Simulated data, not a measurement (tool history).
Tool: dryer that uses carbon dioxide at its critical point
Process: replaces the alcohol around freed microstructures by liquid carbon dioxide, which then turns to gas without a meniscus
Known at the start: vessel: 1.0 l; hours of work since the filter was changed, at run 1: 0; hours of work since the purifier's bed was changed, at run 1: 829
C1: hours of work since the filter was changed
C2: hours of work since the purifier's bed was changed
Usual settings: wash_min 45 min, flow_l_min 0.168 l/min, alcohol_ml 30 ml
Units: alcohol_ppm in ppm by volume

run 1 hour=0 | wash_min=45 flow_l_min=0.168 alcohol_ml=30 | C1=0 C2=829 | alcohol_ppm=146
run 2 hour=25.8 | wash_min=45 flow_l_min=0.168 alcohol_ml=30 | C1=14 C2=843 | alcohol_ppm=141
run 3 hour=70.3 | wash_min=45 flow_l_min=0.168 alcohol_ml=30 | C1=37 C2=866 | alcohol_ppm=145
run 4 hour=129.2 | wash_min=45 flow_l_min=0.168 alcohol_ml=30 | C1=68 C2=897 | alcohol_ppm=154
run 5 hour=167.8 | wash_min=45 flow_l_min=0.168 alcohol_ml=30 | C1=88 C2=918 | alcohol_ppm=165
run 6 hour=198.2 | wash_min=45 flow_l_min=0.168 alcohol_ml=30 | C1=104 C2=934 | alcohol_ppm=166
run 7 hour=259 | wash_min=45 flow_l_min=0.168 alcohol_ml=71 | C1=136 C2=966 | alcohol_ppm=234
run 8 hour=291.9 | wash_min=45 flow_l_min=0.168 alcohol_ml=30 | C1=154 C2=983 | alcohol_ppm=171
run 9 hour=323.6 | wash_min=45 flow_l_min=0.168 alcohol_ml=30 | C1=170 C2=1000 | alcohol_ppm=185
-- hour=364.3 inlet filter changed
run 10 hour=369.1 | wash_min=45 flow_l_min=0.168 alcohol_ml=46 | C1=3 C2=1023 | alcohol_ppm=196
run 11 hour=403.1 | wash_min=45 flow_l_min=0.168 alcohol_ml=46 | C1=20 C2=1041 | alcohol_ppm=189
run 12 hour=442.7 | wash_min=45 flow_l_min=0.154 alcohol_ml=30 | C1=41 C2=1062 | alcohol_ppm=219
run 13 hour=481.6 | wash_min=45 flow_l_min=0.168 alcohol_ml=38 | C1=62 C2=1082 | alcohol_ppm=198
run 14 hour=519 | wash_min=45 flow_l_min=0.168 alcohol_ml=38 | C1=81 C2=1102 | alcohol_ppm=205
run 15 hour=548.9 | wash_min=45 flow_l_min=0.168 alcohol_ml=38 | C1=97 C2=1118 | alcohol_ppm=205
run 16 hour=586.4 | wash_min=45 flow_l_min=0.168 alcohol_ml=38 | C1=117 C2=1137 | alcohol_ppm=210
run 17 hour=643.4 | wash_min=45 flow_l_min=0.192 alcohol_ml=30 | C1=147 C2=1167 | alcohol_ppm=176
run 18 hour=673.8 | wash_min=45 flow_l_min=0.199 alcohol_ml=30 | C1=163 C2=1183 | alcohol_ppm=166
run 19 hour=709.7 | wash_min=45 flow_l_min=0.199 alcohol_ml=30 | C1=182 C2=1202 | alcohol_ppm=172
-- hour=732 inlet filter changed
run 20 hour=769.7 | wash_min=45 flow_l_min=0.168 alcohol_ml=30 | C1=20 C2=1233 | alcohol_ppm=208
run 21 hour=801.7 | wash_min=45 flow_l_min=0.168 alcohol_ml=30 | C1=37 C2=1250 | alcohol_ppm=206
run 22 hour=851.3 | wash_min=45 flow_l_min=0.168 alcohol_ml=30 | C1=63 C2=1276 | alcohol_ppm=207
run 23 hour=902.3 | wash_min=45 flow_l_min=0.168 alcohol_ml=30 | C1=90 C2=1303 | alcohol_ppm=220
run 24 hour=930.5 | wash_min=30 flow_l_min=0.168 alcohol_ml=25 | C1=104 C2=1318 | alcohol_ppm=500
-- hour=937.7 purifier's bed changed
run 25 hour=967.9 | wash_min=33 flow_l_min=0.168 alcohol_ml=37 | C1=123 C2=16 | alcohol_ppm=328
run 26 hour=1004.6 | wash_min=33 flow_l_min=0.168 alcohol_ml=37 | C1=142 C2=35 | alcohol_ppm=333
run 27 hour=1063.3 | wash_min=33 flow_l_min=0.168 alcohol_ml=37 | C1=173 C2=66 | alcohol_ppm=342
-- hour=1102.1 inlet filter changed
run 28 hour=1118.7 | wash_min=33 flow_l_min=0.168 alcohol_ml=37 | C1=9 C2=95 | alcohol_ppm=281
run 29 hour=1144.2 | wash_min=45 flow_l_min=0.233 alcohol_ml=110 | C1=22 C2=108 | alcohol_ppm=32
run 30 hour=1180.8 | wash_min=45 flow_l_min=0.233 alcohol_ml=110 | C1=41 C2=127 | alcohol_ppm=30
run 31 hour=1232.9 | wash_min=45 flow_l_min=0.233 alcohol_ml=110 | C1=69 C2=155 | alcohol_ppm=43
run 32 hour=1289 | wash_min=32 flow_l_min=0.156 alcohol_ml=52 | C1=98 C2=184 | alcohol_ppm=730
run 33 hour=1317.1 | wash_min=43 flow_l_min=0.187 alcohol_ml=63 | C1=113 C2=199 | alcohol_ppm=95
run 34 hour=1349.3 | wash_min=45 flow_l_min=0.117 alcohol_ml=51 | C1=130 C2=216 | alcohol_ppm=634
run 35 hour=1386.2 | wash_min=45 flow_l_min=0.117 alcohol_ml=51 | C1=149 C2=235 | alcohol_ppm=669
run 36 hour=1433.9 | wash_min=45 flow_l_min=0.168 alcohol_ml=99 | C1=175 C2=261 | alcohol_ppm=207
-- hour=1470.1 inlet filter changed
run 37 hour=1490.2 | wash_min=45 flow_l_min=0.168 alcohol_ml=99 | C1=11 C2=290 | alcohol_ppm=158
run 38 hour=1517.9 | wash_min=59 flow_l_min=0.198 alcohol_ml=26 | C1=25 C2=304 | alcohol_ppm=59
run 39 hour=1572 | wash_min=59 flow_l_min=0.198 alcohol_ml=26 | C1=54 C2=333 | alcohol_ppm=50
run 40 hour=1631.2 | wash_min=59 flow_l_min=0.198 alcohol_ml=26 | C1=85 C2=364 | alcohol_ppm=44
run 41 hour=1672.7 | wash_min=45 flow_l_min=0.168 alcohol_ml=73 | C1=107 C2=386 | alcohol_ppm=150
run 42 hour=1705.7 | wash_min=36 flow_l_min=0.143 alcohol_ml=30 | C1=124 C2=403 | alcohol_ppm=436
run 43 hour=1738.6 | wash_min=36 flow_l_min=0.143 alcohol_ml=30 | C1=141 C2=420 | alcohol_ppm=435
run 44 hour=1798.4 | wash_min=36 flow_l_min=0.143 alcohol_ml=20 | C1=173 C2=452 | alcohol_ppm=339
-- hour=1837.2 inlet filter changed
run 45 hour=1841 | wash_min=49 flow_l_min=0.114 alcohol_ml=37 | C1=2 C2=474 | alcohol_ppm=339
run 46 hour=1883.7 | wash_min=49 flow_l_min=0.114 alcohol_ml=37 | C1=24 C2=496 | alcohol_ppm=350

Hidden state at the last listed run before each entry between runs and at the first one after, where it differs:
Between runs 9 and 10: inlet filter changed (hour 364.3)
  flow that reaches the vessel past the clogged filter, %: 94.8 -> 99.2; alcohol in the recycled carbon dioxide, ppm: 133 -> 135.9
  measured less the result without the state, alcohol_ppm: +142 -> +138 ppm by volume
Between runs 19 and 20: inlet filter changed (hour 732)
  flow that reaches the vessel past the clogged filter, %: 93.9 -> 99.2; alcohol in the recycled carbon dioxide, ppm: 158.5 -> 162.4
  measured less the result without the state, alcohol_ppm: +157 -> +160 ppm by volume
Between runs 24 and 25: purifier's bed changed (hour 937.7)
  flow that reaches the vessel past the clogged filter, %: 96.6 -> 96.1; alcohol in the recycled carbon dioxide, ppm: 173.4 -> 8.4
  measured less the result without the state, alcohol_ppm: +214 -> +60 ppm by volume
Between runs 27 and 28: inlet filter changed (hour 1102.1)
  flow that reaches the vessel past the clogged filter, %: 94.5 -> 99.4; alcohol in the recycled carbon dioxide, ppm: 14.5 -> 18
  measured less the result without the state, alcohol_ppm: +88 -> +21 ppm by volume
Between runs 36 and 37: inlet filter changed (hour 1470.1)
  flow that reaches the vessel past the clogged filter, %: 94.4 -> 99.5; alcohol in the recycled carbon dioxide, ppm: 38.6 -> 42
  measured less the result without the state, alcohol_ppm: +87 -> +41 ppm by volume
Between runs 44 and 45: inlet filter changed (hour 1837.2)
  flow that reaches the vessel past the clogged filter, %: 94.7 -> 99.5; alcohol in the recycled carbon dioxide, ppm: 62 -> 64.7
  measured less the result without the state, alcohol_ppm: +117 -> +65 ppm by volume
